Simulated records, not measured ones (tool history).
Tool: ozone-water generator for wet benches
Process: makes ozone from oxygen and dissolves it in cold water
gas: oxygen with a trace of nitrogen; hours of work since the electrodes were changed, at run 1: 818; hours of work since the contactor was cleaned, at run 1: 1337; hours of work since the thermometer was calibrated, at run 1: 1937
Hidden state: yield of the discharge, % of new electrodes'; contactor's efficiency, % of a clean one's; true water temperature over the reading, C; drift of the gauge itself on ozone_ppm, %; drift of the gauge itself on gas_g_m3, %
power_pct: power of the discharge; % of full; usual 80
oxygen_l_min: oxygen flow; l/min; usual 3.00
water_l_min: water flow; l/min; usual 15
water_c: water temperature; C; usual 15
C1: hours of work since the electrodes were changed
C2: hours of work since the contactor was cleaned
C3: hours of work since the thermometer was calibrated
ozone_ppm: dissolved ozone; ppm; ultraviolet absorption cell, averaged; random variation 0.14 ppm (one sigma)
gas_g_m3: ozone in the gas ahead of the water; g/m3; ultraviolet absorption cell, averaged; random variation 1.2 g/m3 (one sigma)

Run 1, day 0.000: usual settings; C1 818; C2 1337; C3 1937. Result: ozone_ppm 16.0 ppm, gas_g_m3 215.3 g/m3.
Run 2, day 1.592: usual settings; C1 856; C2 1375; C3 1975. Result: ozone_ppm 16.1 ppm, gas_g_m3 214.2 g/m3.
Run 3, day 2.658: usual settings; C1 881; C2 1400; C3 2001. Result: ozone_ppm 16.1 ppm, gas_g_m3 214.4 g/m3.
Run 4, day 3.496: usual settings; C1 901; C2 1420; C3 2021. Result: ozone_ppm 16.0 ppm, gas_g_m3 212.4 g/m3.
Run 5, day 5.121: usual settings but oxygen_l_min 2.28 l/min; C1 940; C2 1459; C3 2059. Result: ozone_ppm 15.2 ppm, gas_g_m3 243.9 g/m3.
Run 6, day 6.279: usual settings but oxygen_l_min 2.28 l/min; C1 968; C2 1487; C3 2087. Result: ozone_ppm 15.0 ppm, gas_g_m3 244.4 g/m3.
Run 7, day 7.667: usual settings but water_c 10 C; C1 1001; C2 1520; C3 2120. Result: ozone_ppm 16.7 ppm, gas_g_m3 214.7 g/m3.
Run 8, day 9.392: usual settings but water_c 23 C; C1 1042; C2 1561; C3 2161. Result: ozone_ppm 14.3 ppm, gas_g_m3 213.9 g/m3.
Run 9, day 10.321: usual settings but oxygen_l_min 1.64 l/min; C1 1065; C2 1583; C3 2184. Result: ozone_ppm 13.7 ppm, gas_g_m3 282.0 g/m3.
Run 10, day 11.608: usual settings but oxygen_l_min 1.64 l/min; C1 1095; C2 1614; C3 2214. Result: ozone_ppm 13.8 ppm, gas_g_m3 281.2 g/m3.
Run 11, day 13.012: usual settings but oxygen_l_min 1.64 l/min; C1 1129; C2 1648; C3 2248. Result: ozone_ppm 13.5 ppm, gas_g_m3 282.4 g/m3.
Run 12, day 14.392: usual settings; C1 1162; C2 1681; C3 2281. Result: ozone_ppm 15.8 ppm, gas_g_m3 213.9 g/m3.
Run 13, day 15.579: usual settings; C1 1190; C2 1709; C3 2309. Result: ozone_ppm 15.5 ppm, gas_g_m3 212.5 g/m3.
Run 14, day 17.375: usual settings but oxygen_l_min 1.85 l/min; C1 1233; C2 1752; C3 2352. Result: ozone_ppm 14.0 ppm, gas_g_m3 269.6 g/m3.
Run 15, day 18.842: usual settings but oxygen_l_min 1.85 l/min; C1 1268; C2 1787; C3 2387. Result: ozone_ppm 13.9 ppm, gas_g_m3 268.5 g/m3.
Run 16, day 20.388: usual settings but oxygen_l_min 1.85 l/min; C1 1305; C2 1824; C3 2424. Result: ozone_ppm 13.9 ppm, gas_g_m3 264.6 g/m3.
Run 17, day 21.754: usual settings but oxygen_l_min 5.00 l/min; C1 1338; C2 1856; C3 2457. Result: ozone_ppm 16.3 ppm, gas_g_m3 167.0 g/m3.
Run 18, day 23.129: usual settings but power_pct 59 % of full, oxygen_l_min 2.16 l/min; C1 1371; C2 1889; C3 2490. Result: ozone_ppm 11.6 ppm, gas_g_m3 204.1 g/m3.
Run 19, day 24.817: usual settings but power_pct 59 % of full, oxygen_l_min 2.16 l/min; C1 1411; C2 1930; C3 2530. Result: ozone_ppm 11.7 ppm, gas_g_m3 202.5 g/m3.
At day 25.521: contactor cleaned.
Run 20, day 26.696: usual settings but power_pct 41 % of full, oxygen_l_min 3.25 l/min, water_l_min 13 l/min, water_c 9 C; C1 1452; C2 28; C3 2571. Result: ozone_ppm 12.8 ppm, gas_g_m3 131.6 g/m3.
Run 21, day 27.796: usual settings but power_pct 41 % of full, oxygen_l_min 5.23 l/min, water_l_min 13 l/min, water_c 9 C; C1 1478; C2 54; C3 2597. Result: ozone_ppm 13.5 ppm, gas_g_m3 105.2 g/m3.
Run 22, day 28.742: usual settings but power_pct 41 % of full, oxygen_l_min 5.23 l/min, water_l_min 13 l/min, water_c 9 C; C1 1501; C2 77; C3 2620. Result: ozone_ppm 13.4 ppm, gas_g_m3 103.8 g/m3.
Run 23, day 30.388: usual settings but oxygen_l_min 3.82 l/min; C1 1540; C2 116; C3 2659. Result: ozone_ppm 16.7 ppm, gas_g_m3 187.1 g/m3.
Run 24, day 31.396: usual settings but power_pct 99 % of full, oxygen_l_min 2.53 l/min, water_l_min 12 l/min, water_c 8 C; C1 1564; C2 140; C3 2683. Result: ozone_ppm 24.2 ppm, gas_g_m3 261.8 g/m3.
Run 25, day 32.975: usual settings but water_l_min 17 l/min; C1 1602; C2 178; C3 2721. Result: ozone_ppm 14.3 ppm, gas_g_m3 209.7 g/m3.
Run 26, day 34.233: usual settings but oxygen_l_min 2.12 l/min; C1 1632; C2 208; C3 2751. Result: ozone_ppm 14.8 ppm, gas_g_m3 246.7 g/m3.
Run 27, day 35.754: usual settings but oxygen_l_min 2.12 l/min; C1 1668; C2 244; C3 2787. Result: ozone_ppm 14.7 ppm, gas_g_m3 245.7 g/m3.
Run 28, day 37.388: usual settings but power_pct 76 % of full, oxygen_l_min 2.99 l/min, water_l_min 12 l/min, water_c 20 C; C1 1707; C2 284; C3 2826. Result: ozone_ppm 17.7 ppm, gas_g_m3 203.9 g/m3.
Run 29, day 39.121: usual settings but power_pct 92 % of full, oxygen_l_min 3.68 l/min, water_c 7 C; C1 1749; C2 325; C3 2868. Result: ozone_ppm 20.0 ppm, gas_g_m3 208.3 g/m3.
Run 30, day 40.508: usual settings but power_pct 96 % of full, oxygen_l_min 1.58 l/min, water_l_min 20 l/min, water_c 13 C; C1 1782; C2 358; C3 2901. Result: ozone_ppm 11.1 ppm, gas_g_m3 316.1 g/m3.
Run 31, day 41.962: usual settings but power_pct 90 % of full, oxygen_l_min 1.61 l/min, water_l_min 11 l/min, water_c 12 C; C1 1817; C2 393; C3 2936. Result: ozone_ppm 20.9 ppm, gas_g_m3 302.2 g/m3.
Run 32, day 42.929: usual settings but power_pct 90 % of full, oxygen_l_min 2.49 l/min, water_l_min 11 l/min, water_c 20 C; C1 1840; C2 416; C3 2959. Result: ozone_ppm 20.7 ppm, gas_g_m3 244.4 g/m3.
Run 33, day 43.938: usual settings but power_pct 90 % of full, oxygen_l_min 2.49 l/min, water_l_min 11 l/min, water_c 20 C; C1 1864; C2 440; C3 2983. Result: ozone_ppm 20.3 ppm, gas_g_m3 243.9 g/m3.
Run 34, day 45.358: usual settings but power_pct 90 % of full, oxygen_l_min 2.49 l/min, water_l_min 11 l/min, water_c 20 C; C1 1898; C2 474; C3 3017. Result: ozone_ppm 20.8 ppm, gas_g_m3 243.8 g/m3.

3 ways to go on from here, each from the tool as it stands after run 34. What would each give?
Run A, day 46.208: usual settings but power_pct 79 % of full, oxygen_l_min 2.49 l/min, water_l_min 11 l/min, water_c 20 C; C1 1918; C2 494; C3 3037. Result: ozone_ppm ?, gas_g_m3 ?.
Run B, day 46.208: usual settings but power_pct 90 % of full, oxygen_l_min 2.49 l/min, water_l_min 11 l/min, water_c 20 C; C1 1918; C2 494; C3 3037. Result: ozone_ppm ?, gas_g_m3 ?.
Run C, day 46.208: usual settings but oxygen_l_min 3.60 l/min, water_l_min 12 l/min, water_c 14 C; C1 1918; C2 494; C3 3037. Result: ozone_ppm ?, gas_g_m3 ?.

run  ozone_ppm  gas_g_m3
  A       19.1     223.7
  B       20.5     244.3
  C       20.0     192.3
Without the tool's hidden state the same runs would have given:
run  ozone_ppm  gas_g_m3
  A       20.7     238.0
  B       22.3     261.2
  C       21.7     204.7
